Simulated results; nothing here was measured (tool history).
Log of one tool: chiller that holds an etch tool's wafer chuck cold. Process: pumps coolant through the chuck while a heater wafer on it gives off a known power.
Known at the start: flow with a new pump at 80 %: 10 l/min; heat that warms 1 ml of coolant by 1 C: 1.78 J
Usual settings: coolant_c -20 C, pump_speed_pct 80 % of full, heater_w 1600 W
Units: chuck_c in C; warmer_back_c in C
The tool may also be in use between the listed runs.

Run 1, hour 0.0: usual settings. Result: chuck_c -7.6 C, warmer_back_c 5.47 C.
Run 2, hour 30.6: usual settings but coolant_c -19 C. Result: chuck_c -6.6 C, warmer_back_c 5.51 C.
Run 3, hour 61.2: usual settings but coolant_c -19 C. Result: chuck_c -6.8 C, warmer_back_c 5.43 C.
Run 4, hour 75.4: usual settings but coolant_c -19 C. Result: chuck_c -6.6 C, warmer_back_c 5.44 C.
Run 5, hour 102.3: usual settings but coolant_c -12 C. Result: chuck_c 0.4 C, warmer_back_c 5.50 C.
Run 6, hour 132.9: usual settings but coolant_c -12 C. Result: chuck_c 0.3 C, warmer_back_c 5.43 C.
Run 7, hour 162.8: usual settings but coolant_c -12 C. Result: chuck_c 0.4 C, warmer_back_c 5.46 C.
Run 8, hour 191.4: usual settings. Result: chuck_c -7.7 C, warmer_back_c 5.41 C.
Run 9, hour 214.0: usual settings but heater_w 1042 W. Result: chuck_c -11.9 C, warmer_back_c 3.54 C.
Run 10, hour 238.7: usual settings but heater_w 1042 W. Result: chuck_c -11.9 C, warmer_back_c 3.55 C.
Run 11, hour 263.1: usual settings but pump_speed_pct 78 % of full, heater_w 1042 W. Result: chuck_c -11.7 C, warmer_back_c 3.62 C.
Run 12, hour 292.4: usual settings but coolant_c -13 C. Result: chuck_c -0.5 C, warmer_back_c 5.52 C.
Run 13, hour 306.9: usual settings but coolant_c -13 C. Result: chuck_c -0.5 C, warmer_back_c 5.48 C.
Run 14, hour 330.2: usual settings but coolant_c -19 C. Result: chuck_c -6.5 C, warmer_back_c 5.45 C.
Run 15, hour 349.8: usual settings but coolant_c -19 C, pump_speed_pct 70 % of full. Result: chuck_c -5.2 C, warmer_back_c 6.33 C.
Run 16, hour 374.1: usual settings but coolant_c -19 C, pump_speed_pct 70 % of full. Result: chuck_c -4.9 C, warmer_back_c 6.25 C.
Run 17, hour 397.8: usual settings but coolant_c -19 C, pump_speed_pct 70 % of full, heater_w 909 W. Result: chuck_c -10.9 C, warmer_back_c 3.51 C.
Run 18, hour 425.3: usual settings but coolant_c -21 C, pump_speed_pct 85 % of full, heater_w 887 W. Result: chuck_c -14.4 C, warmer_back_c 2.87 C.
Run 19, hour 449.3: usual settings but coolant_c -21 C, pump_speed_pct 85 % of full, heater_w 887 W. Result: chuck_c -14.4 C, warmer_back_c 2.84 C.
Run 20, hour 462.2: usual settings but coolant_c -22 C, pump_speed_pct 72 % of full, heater_w 1458 W. Result: chuck_c -9.4 C, warmer_back_c 5.48 C.
Run 21, hour 482.3: usual settings but heater_w 1238 W. Result: chuck_c -10.4 C, warmer_back_c 4.26 C.
Run 22, hour 505.5: usual settings but pump_speed_pct 62 % of full, heater_w 2291 W. Result: chuck_c 2.1 C, warmer_back_c 10.03 C.
Run 23, hour 530.3: usual settings but pump_speed_pct 62 % of full, heater_w 2291 W. Result: chuck_c 2.2 C, warmer_back_c 10.01 C.
Run 24, hour 551.9: usual settings but coolant_c -29 C, pump_speed_pct 82 % of full, heater_w 1385 W. Result: chuck_c -18.2 C, warmer_back_c 4.57 C.
Run 25, hour 574.8: usual settings but coolant_c -17 C, pump_speed_pct 99 % of full, heater_w 1953 W. Result: chuck_c -4.0 C, warmer_back_c 5.49 C.
Run 26, hour 596.1: usual settings but coolant_c -17 C, pump_speed_pct 73 % of full, heater_w 1978 W. Result: chuck_c -0.3 C, warmer_back_c 7.39 C.

5 ways to go on from here, each from the tool as it stands after run 26. What would each give?
Run A, hour 612.3: usual settings but coolant_c -13 C, pump_speed_pct 62 % of full, heater_w 1978 W. Result: chuck_c ?, warmer_back_c ?.
Run B, hour 612.3: usual settings but coolant_c -13 C, pump_speed_pct 73 % of full, heater_w 1030 W. Result: chuck_c ?, warmer_back_c ?.
Run C, hour 612.3: usual settings but coolant_c -25 C. Result: chuck_c ?, warmer_back_c ?.
Run D, hour 612.3: usual settings but pump_speed_pct 77 % of full. Result: chuck_c ?, warmer_back_c ?.
Run E, hour 612.3: usual settings but coolant_c -13 C, pump_speed_pct 73 % of full, heater_w 1689 W. Result: chuck_c ?, warmer_back_c ?.

run  chuck_c  warmer_back_c
  A      6.1           8.68
  B     -4.1           3.87
  C    -12.2           5.53
  D     -6.9           5.72
  E      1.5           6.34
Without the tool's hidden state the same runs would have given:
run  chuck_c  warmer_back_c
  A      3.7           8.53
  B     -5.3           3.80
  C    -13.9           5.43
  D     -8.6           5.62
  E     -0.4           6.23

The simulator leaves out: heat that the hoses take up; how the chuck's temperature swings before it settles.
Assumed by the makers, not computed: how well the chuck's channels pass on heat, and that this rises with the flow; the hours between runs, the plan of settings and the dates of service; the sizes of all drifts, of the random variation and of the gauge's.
